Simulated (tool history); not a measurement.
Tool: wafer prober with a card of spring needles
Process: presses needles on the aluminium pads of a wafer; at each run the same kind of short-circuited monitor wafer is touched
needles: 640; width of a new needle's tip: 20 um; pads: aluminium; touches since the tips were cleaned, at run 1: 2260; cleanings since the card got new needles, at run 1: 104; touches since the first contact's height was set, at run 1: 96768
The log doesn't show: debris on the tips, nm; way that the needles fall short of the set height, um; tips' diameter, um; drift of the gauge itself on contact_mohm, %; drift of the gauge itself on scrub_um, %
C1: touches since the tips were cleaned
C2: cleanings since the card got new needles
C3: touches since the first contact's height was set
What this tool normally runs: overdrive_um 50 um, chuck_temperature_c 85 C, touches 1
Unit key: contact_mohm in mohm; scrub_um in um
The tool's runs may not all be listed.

{"run": 1, "hour": 0.0, "overdrive_um": 50, "chuck_temperature_c": 85, "touches": 1, "C1": 2260, "C2": 104, "C3": 96768, "contact_mohm": 503, "scrub_um": 9.51}
{"hour": 1.3, "done": "tips cleaned on abrasive film"}
{"hour": 6.1, "done": "tips cleaned on abrasive film"}
{"hour": 11.0, "done": "tips cleaned on abrasive film"}
{"hour": 17.0, "done": "tips cleaned on abrasive film"}
{"hour": 20.8, "done": "height of the first contact set anew"}
{"hour": 23.3, "done": "tips cleaned on abrasive film"}
{"hour": 28.1, "done": "tips cleaned on abrasive film"}
{"hour": 34.2, "done": "tips cleaned on abrasive film"}
{"hour": 39.0, "done": "tips cleaned on abrasive film"}
{"run": 2, "hour": 39.6, "overdrive_um": 50, "chuck_temperature_c": 25, "touches": 1, "C1": 300, "C2": 112, "C3": 9945, "contact_mohm": 230, "scrub_um": 10.16}
{"hour": 44.4, "done": "tips cleaned on abrasive film"}
{"hour": 50.4, "done": "tips cleaned on abrasive film"}
{"hour": 55.3, "done": "tips cleaned on abrasive film"}
{"hour": 61.3, "done": "tips cleaned on abrasive film"}
{"hour": 67.3, "done": "tips cleaned on abrasive film"}
{"hour": 72.1, "done": "tips cleaned on abrasive film"}
{"hour": 78.2, "done": "tips cleaned on abrasive film"}
{"hour": 83.0, "done": "tips cleaned on abrasive film"}
{"run": 3, "hour": 86.6, "overdrive_um": 50, "chuck_temperature_c": 99, "touches": 1, "C1": 1953, "C2": 120, "C3": 35044, "contact_mohm": 455, "scrub_um": 9.93}
{"hour": 87.8, "done": "tips cleaned on abrasive film"}
{"hour": 92.7, "done": "tips cleaned on abrasive film"}
{"hour": 98.7, "done": "tips cleaned on abrasive film"}
{"hour": 103.5, "done": "tips cleaned on abrasive film"}
{"hour": 108.4, "done": "tips cleaned on abrasive film"}
{"hour": 114.4, "done": "tips cleaned on abrasive film"}
{"hour": 119.2, "done": "tips cleaned on abrasive film"}
{"hour": 124.1, "done": "tips cleaned on abrasive film"}
{"hour": 130.1, "done": "tips cleaned on abrasive film"}
{"hour": 136.1, "done": "tips cleaned on abrasive film"}
{"run": 4, "hour": 137.1, "overdrive_um": 50, "chuck_temperature_c": 99, "touches": 1, "C1": 540, "C2": 130, "C3": 61925, "contact_mohm": 322, "scrub_um": 9.79}
{"hour": 142.0, "done": "tips cleaned on abrasive film"}
{"hour": 146.8, "done": "tips cleaned on abrasive film"}
{"hour": 151.6, "done": "tips cleaned on abrasive film"}
{"hour": 157.6, "done": "tips cleaned on abrasive film"}
{"hour": 163.7, "done": "tips cleaned on abrasive film"}
{"hour": 168.5, "done": "tips cleaned on abrasive film"}
{"hour": 174.5, "done": "tips cleaned on abrasive film"}
{"hour": 180.6, "done": "tips cleaned on abrasive film"}
{"hour": 185.4, "done": "tips cleaned on abrasive film"}
{"hour": 190.2, "done": "tips cleaned on abrasive film"}
{"hour": 196.2, "done": "tips cleaned on abrasive film"}
{"run": 5, "hour": 198.2, "overdrive_um": 50, "chuck_temperature_c": 85, "touches": 1, "C1": 1066, "C2": 141, "C3": 94494, "contact_mohm": 406, "scrub_um": 9.55}
{"hour": 201.9, "done": "tips cleaned on abrasive film"}
{"hour": 206.7, "done": "tips cleaned on abrasive film"}
{"hour": 211.5, "done": "tips cleaned on abrasive film"}
{"hour": 217.6, "done": "tips cleaned on abrasive film"}
{"hour": 222.6, "done": "height of the first contact set anew"}
{"hour": 223.9, "done": "tips cleaned on abrasive film"}
{"hour": 228.7, "done": "tips cleaned on abrasive film"}
{"hour": 234.7, "done": "tips cleaned on abrasive film"}
{"hour": 239.6, "done": "tips cleaned on abrasive film"}
{"hour": 245.6, "done": "tips cleaned on abrasive film"}
{"hour": 250.4, "done": "tips cleaned on abrasive film"}
{"hour": 255.3, "done": "tips cleaned on abrasive film"}
{"run": 6, "hour": 258.8, "overdrive_um": 50, "chuck_temperature_c": 85, "touches": 1, "C1": 1910, "C2": 152, "C3": 19269, "contact_mohm": 476, "scrub_um": 10.13}
{"hour": 261.3, "done": "tips cleaned on abrasive film"}
{"hour": 267.3, "done": "tips cleaned on abrasive film"}
{"hour": 273.3, "done": "tips cleaned on abrasive film"}
{"hour": 279.3, "done": "tips cleaned on abrasive film"}
{"hour": 284.2, "done": "tips cleaned on abrasive film"}
{"hour": 290.2, "done": "tips cleaned on abrasive film"}
{"hour": 295.0, "done": "tips cleaned on abrasive film"}
{"hour": 300.7, "done": "tips cleaned on abrasive film"}
{"run": 7, "hour": 300.7, "overdrive_um": 50, "chuck_temperature_c": 85, "touches": 1, "C1": 0, "C2": 160, "C3": 41585, "contact_mohm": 185, "scrub_um": 9.85}
{"hour": 306.7, "done": "tips cleaned on abrasive film"}
{"hour": 311.6, "done": "tips cleaned on abrasive film"}
{"hour": 317.6, "done": "tips cleaned on abrasive film"}
{"hour": 323.6, "done": "tips cleaned on abrasive film"}
{"hour": 328.5, "done": "tips cleaned on abrasive film"}
{"hour": 334.5, "done": "tips cleaned on abrasive film"}
{"hour": 339.3, "done": "tips cleaned on abrasive film"}
{"run": 8, "hour": 340.4, "overdrive_um": 50, "chuck_temperature_c": 85, "touches": 1, "C1": 592, "C2": 167, "C3": 62750, "contact_mohm": 348, "scrub_um": 9.8}
{"hour": 345.2, "done": "tips cleaned on abrasive film"}
{"hour": 351.3, "done": "tips cleaned on abrasive film"}
{"hour": 356.1, "done": "tips cleaned on abrasive film"}
{"hour": 362.1, "done": "tips cleaned on abrasive film"}
{"hour": 367.0, "done": "tips cleaned on abrasive film"}
{"hour": 371.8, "done": "tips cleaned on abrasive film"}
{"run": 9, "hour": 373.4, "overdrive_um": 50, "chuck_temperature_c": 85, "touches": 1, "C1": 858, "C2": 173, "C3": 80324, "contact_mohm": 369, "scrub_um": 9.67}
{"hour": 377.0, "done": "tips cleaned on abrasive film"}
{"hour": 383.1, "done": "tips cleaned on abrasive film"}
{"hour": 389.1, "done": "tips cleaned on abrasive film"}
{"hour": 393.9, "done": "tips cleaned on abrasive film"}
{"hour": 399.9, "done": "tips cleaned on abrasive film"}
{"hour": 406.0, "done": "tips cleaned on abrasive film"}
{"hour": 412.0, "done": "tips cleaned on abrasive film"}
{"hour": 416.8, "done": "tips cleaned on abrasive film"}
{"hour": 421.7, "done": "tips cleaned on abrasive film"}
{"hour": 424.3, "done": "height of the first contact set anew"}
{"hour": 428.0, "done": "tips cleaned on abrasive film"}
{"hour": 432.8, "done": "tips cleaned on abrasive film"}
{"hour": 438.3, "done": "tips cleaned on abrasive film"}
{"run": 10, "hour": 438.3, "overdrive_um": 50, "chuck_temperature_c": 85, "touches": 1, "C1": 0, "C2": 185, "C3": 7417, "contact_mohm": 217, "scrub_um": 10.19}
{"hour": 444.3, "done": "tips cleaned on abrasive film"}
{"hour": 450.3, "done": "tips cleaned on abrasive film"}
{"hour": 456.4, "done": "tips cleaned on abrasive film"}
{"hour": 461.2, "done": "tips cleaned on abrasive film"}
{"hour": 467.2, "done": "tips cleaned on abrasive film"}
{"hour": 473.2, "done": "tips cleaned on abrasive film"}
{"hour": 479.3, "done": "tips cleaned on abrasive film"}
{"hour": 484.1, "done": "tips cleaned on abrasive film"}
{"hour": 490.1, "done": "tips cleaned on abrasive film"}
{"hour": 496.1, "done": "tips cleaned on abrasive film"}
{"run": 11, "hour": 496.6, "overdrive_um": 50, "chuck_temperature_c": 85, "touches": 1, "C1": 264, "C2": 195, "C3": 38540, "contact_mohm": 263, "scrub_um": 9.9}
{"hour": 501.5, "done": "tips cleaned on abrasive film"}
{"hour": 507.5, "done": "tips cleaned on abrasive film"}
{"hour": 513.5, "done": "tips cleaned on abrasive film"}
{"hour": 518.3, "done": "tips cleaned on abrasive film"}
{"hour": 524.4, "done": "tips cleaned on abrasive film"}
{"run": 12, "hour": 526.4, "overdrive_um": 50, "chuck_temperature_c": 85, "touches": 1, "C1": 1123, "C2": 200, "C3": 54449, "contact_mohm": 450, "scrub_um": 9.84}
{"hour": 530.1, "done": "tips cleaned on abrasive film"}
{"hour": 536.1, "done": "tips cleaned on abrasive film"}
{"hour": 540.9, "done": "tips cleaned on abrasive film"}
{"hour": 545.8, "done": "tips cleaned on abrasive film"}
{"hour": 550.6, "done": "tips cleaned on abrasive film"}
{"run": 13, "hour": 552.7, "overdrive_um": 50, "chuck_temperature_c": 85, "touches": 1, "C1": 1135, "C2": 205, "C3": 68442, "contact_mohm": 449, "scrub_um": 9.71}
{"hour": 556.4, "done": "tips cleaned on abrasive film"}
{"hour": 561.2, "done": "tips cleaned on abrasive film"}
{"hour": 566.0, "done": "tips cleaned on abrasive film"}
{"hour": 570.9, "done": "tips cleaned on abrasive film"}
{"hour": 576.9, "done": "tips cleaned on abrasive film"}
{"hour": 581.7, "done": "tips cleaned on abrasive film"}
{"hour": 587.8, "done": "tips cleaned on abrasive film"}
{"hour": 592.6, "done": "tips cleaned on abrasive film"}
{"hour": 597.4, "done": "tips cleaned on abrasive film"}
{"hour": 603.5, "done": "tips cleaned on abrasive film"}
{"hour": 608.3, "done": "tips cleaned on abrasive film"}
{"hour": 613.1, "done": "tips cleaned on abrasive film"}
{"run": 14, "hour": 617.3, "overdrive_um": 33, "chuck_temperature_c": 52, "touches": 2, "C1": 2250, "C2": 217, "C3": 102839, "contact_mohm": 938, "scrub_um": 6.01}
{"hour": 618.6, "done": "tips cleaned on abrasive film"}
{"hour": 624.6, "done": "tips cleaned on abrasive film"}
{"hour": 626.1, "done": "height of the first contact set anew"}
{"hour": 629.7, "done": "tips cleaned on abrasive film"}
{"hour": 634.6, "done": "tips cleaned on abrasive film"}
{"hour": 640.6, "done": "tips cleaned on abrasive film"}
{"hour": 646.6, "done": "tips cleaned on abrasive film"}
{"hour": 652.6, "done": "tips cleaned on abrasive film"}
{"run": 15, "hour": 654.4, "overdrive_um": 33, "chuck_temperature_c": 52, "touches": 2, "C1": 988, "C2": 224, "C3": 15132, "contact_mohm": 585, "scrub_um": 6.62}
{"hour": 658.1, "done": "tips cleaned on abrasive film"}
{"hour": 662.9, "done": "tips cleaned on abrasive film"}
{"hour": 669.0, "done": "tips cleaned on abrasive film"}
{"hour": 673.8, "done": "tips cleaned on abrasive film"}
{"hour": 678.6, "done": "tips cleaned on abrasive film"}
{"hour": 684.7, "done": "tips cleaned on abrasive film"}
{"hour": 689.5, "done": "tips cleaned on abrasive film"}
{"hour": 701.5, "done": "card fitted with new needles"}
{"hour": 706.3, "done": "tips cleaned on abrasive film"}
{"run": 16, "hour": 710.6, "overdrive_um": 33, "chuck_temperature_c": 52, "touches": 2, "C1": 2296, "C2": 1, "C3": 4868, "contact_mohm": 470, "scrub_um": 6.73}
{"hour": 711.8, "done": "tips cleaned on abrasive film"}
{"hour": 716.7, "done": "tips cleaned on abrasive film"}
{"hour": 722.7, "done": "tips cleaned on abrasive film"}
{"hour": 727.5, "done": "tips cleaned on abrasive film"}
{"hour": 732.4, "done": "tips cleaned on abrasive film"}
{"hour": 738.4, "done": "tips cleaned on abrasive film"}
{"run": 17, "hour": 742.4, "overdrive_um": 50, "chuck_temperature_c": 124, "touches": 1, "C1": 2171, "C2": 7, "C3": 21825, "contact_mohm": 357, "scrub_um": 10.08}
{"hour": 743.7, "done": "tips cleaned on abrasive film"}
{"hour": 748.5, "done": "tips cleaned on abrasive film"}
{"hour": 754.5, "done": "tips cleaned on abrasive film"}
{"hour": 759.4, "done": "tips cleaned on abrasive film"}
{"hour": 765.4, "done": "tips cleaned on abrasive film"}
{"hour": 771.4, "done": "tips cleaned on abrasive film"}
{"hour": 777.4, "done": "tips cleaned on abrasive film"}
{"hour": 782.3, "done": "tips cleaned on abrasive film"}
{"hour": 787.1, "done": "tips cleaned on abrasive film"}
{"hour": 793.1, "done": "tips cleaned on abrasive film"}
{"hour": 798.2, "done": "tips cleaned on abrasive film"}
{"run": 18, "hour": 798.2, "overdrive_um": 50, "chuck_temperature_c": 124, "touches": 1, "C1": 0, "C2": 18, "C3": 51533, "contact_mohm": 179, "scrub_um": 9.84}

Consider 5 possible next runs. They are alternatives, not a sequence: every one starts from the tool as it was left by run 18. What does each give?
{"hour": 804.2, "done": "tips cleaned on abrasive film"}
{"hour": 809.1, "done": "tips cleaned on abrasive film"}
{"hour": 815.1, "done": "tips cleaned on abrasive film"}
{"hour": 821.1, "done": "tips cleaned on abrasive film"}
{"hour": 827.2, "done": "tips cleaned on abrasive film"}
{"hour": 833.2, "done": "tips cleaned on abrasive film"}
{"hour": 839.2, "done": "tips cleaned on abrasive film"}
{"hour": 845.2, "done": "tips cleaned on abrasive film"}
{"hour": 850.1, "done": "tips cleaned on abrasive film"}
{"hour": 856.1, "done": "tips cleaned on abrasive film"}
{"run": "A", "hour": 857.1, "overdrive_um": 36, "chuck_temperature_c": 124, "touches": 1, "C1": 542, "C2": 28, "C3": 82935, "contact_mohm": "?", "scrub_um": "?"}
{"hour": 804.2, "done": "tips cleaned on abrasive film"}
{"hour": 809.1, "done": "tips cleaned on abrasive film"}
{"hour": 815.1, "done": "tips cleaned on abrasive film"}
{"hour": 821.1, "done": "tips cleaned on abrasive film"}
{"hour": 827.2, "done": "tips cleaned on abrasive film"}
{"hour": 833.2, "done": "tips cleaned on abrasive film"}
{"hour": 839.2, "done": "tips cleaned on abrasive film"}
{"hour": 845.2, "done": "tips cleaned on abrasive film"}
{"hour": 850.1, "done": "tips cleaned on abrasive film"}
{"hour": 856.1, "done": "tips cleaned on abrasive film"}
{"run": "B", "hour": 857.1, "overdrive_um": 50, "chuck_temperature_c": 124, "touches": 1, "C1": 542, "C2": 28, "C3": 82935, "contact_mohm": "?", "scrub_um": "?"}
{"hour": 804.2, "done": "tips cleaned on abrasive film"}
{"hour": 809.1, "done": "tips cleaned on abrasive film"}
{"hour": 815.1, "done": "tips cleaned on abrasive film"}
{"hour": 821.1, "done": "tips cleaned on abrasive film"}
{"hour": 827.2, "done": "tips cleaned on abrasive film"}
{"hour": 833.2, "done": "tips cleaned on abrasive film"}
{"hour": 839.2, "done": "tips cleaned on abrasive film"}
{"hour": 845.2, "done": "tips cleaned on abrasive film"}
{"hour": 850.1, "done": "tips cleaned on abrasive film"}
{"hour": 856.1, "done": "tips cleaned on abrasive film"}
{"run": "C", "hour": 857.1, "overdrive_um": 58, "chuck_temperature_c": 61, "touches": 2, "C1": 542, "C2": 28, "C3": 82935, "contact_mohm": "?", "scrub_um": "?"}
{"hour": 804.2, "done": "tips cleaned on abrasive film"}
{"hour": 809.1, "done": "tips cleaned on abrasive film"}
{"hour": 815.1, "done": "tips cleaned on abrasive film"}
{"hour": 821.1, "done": "tips cleaned on abrasive film"}
{"hour": 827.2, "done": "tips cleaned on abrasive film"}
{"hour": 833.2, "done": "tips cleaned on abrasive film"}
{"hour": 839.2, "done": "tips cleaned on abrasive film"}
{"hour": 845.2, "done": "tips cleaned on abrasive film"}
{"hour": 850.1, "done": "tips cleaned on abrasive film"}
{"hour": 856.1, "done": "tips cleaned on abrasive film"}
{"run": "D", "hour": 857.1, "overdrive_um": 50, "chuck_temperature_c": 58, "touches": 2, "C1": 542, "C2": 28, "C3": 82935, "contact_mohm": "?", "scrub_um": "?"}
{"hour": 804.2, "done": "tips cleaned on abrasive film"}
{"hour": 809.1, "done": "tips cleaned on abrasive film"}
{"hour": 815.1, "done": "tips cleaned on abrasive film"}
{"hour": 821.1, "done": "tips cleaned on abrasive film"}
{"hour": 827.2, "done": "tips cleaned on abrasive film"}
{"hour": 833.2, "done": "tips cleaned on abrasive film"}
{"hour": 839.2, "done": "tips cleaned on abrasive film"}
{"hour": 845.2, "done": "tips cleaned on abrasive film"}
{"hour": 850.1, "done": "tips cleaned on abrasive film"}
{"hour": 856.1, "done": "tips cleaned on abrasive film"}
{"run": "E", "hour": 857.1, "overdrive_um": 50, "chuck_temperature_c": 80, "touches": 1, "C1": 542, "C2": 28, "C3": 82935, "contact_mohm": "?", "scrub_um": "?"}

run=A contact_mohm=401 scrub_um=6.75
run=B contact_mohm=277 scrub_um=9.58
run=C contact_mohm=194 scrub_um=11.32
run=D contact_mohm=226 scrub_um=9.62
run=E contact_mohm=269 scrub_um=9.68
Had the tool no hidden state, the same runs would have come out as:
run=A contact_mohm=178 scrub_um=7.37
run=B contact_mohm=162 scrub_um=10.19
run=C contact_mohm=138 scrub_um=11.93
run=D contact_mohm=148 scrub_um=10.23
run=E contact_mohm=149 scrub_um=10.3
